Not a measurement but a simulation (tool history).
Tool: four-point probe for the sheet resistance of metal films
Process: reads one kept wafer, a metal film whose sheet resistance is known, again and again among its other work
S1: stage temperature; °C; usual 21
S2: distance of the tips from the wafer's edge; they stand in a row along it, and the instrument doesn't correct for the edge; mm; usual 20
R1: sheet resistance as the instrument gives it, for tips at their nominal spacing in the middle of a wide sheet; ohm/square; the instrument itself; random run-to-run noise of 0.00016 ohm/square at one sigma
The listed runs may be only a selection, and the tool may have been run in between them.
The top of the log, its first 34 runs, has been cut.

run   hour  S1  S2        R1
 35  705.9  25  11  0.780225
 36  729.4  25  11  0.780197
 37  756.5  24   7  0.781284
 38  781.9  27  53  0.779826
 39  798.5  27  53  0.779805
 40  822.3  27  53  0.779511
 41  851.1  33  16  0.781353
 42  864.3  24   6  0.781309
 43  878.9  25  68  0.778826

Alternative continuations, all from the tool just after run 43; predict every row:
  A  905.1  19  13   ?
  B  905.1  27   5   ?
  C  905.1  20   6   ?
  D  905.1  28   5   ?

run        R1
  A  0.777937
  B  0.783712
  C  0.780334
  D   0.78371
Stripped of hidden state, with their random variation kept, the same runs would have yielded:
run        R1
  A  0.778451
  B  0.784219
  C  0.780848
  D  0.784215
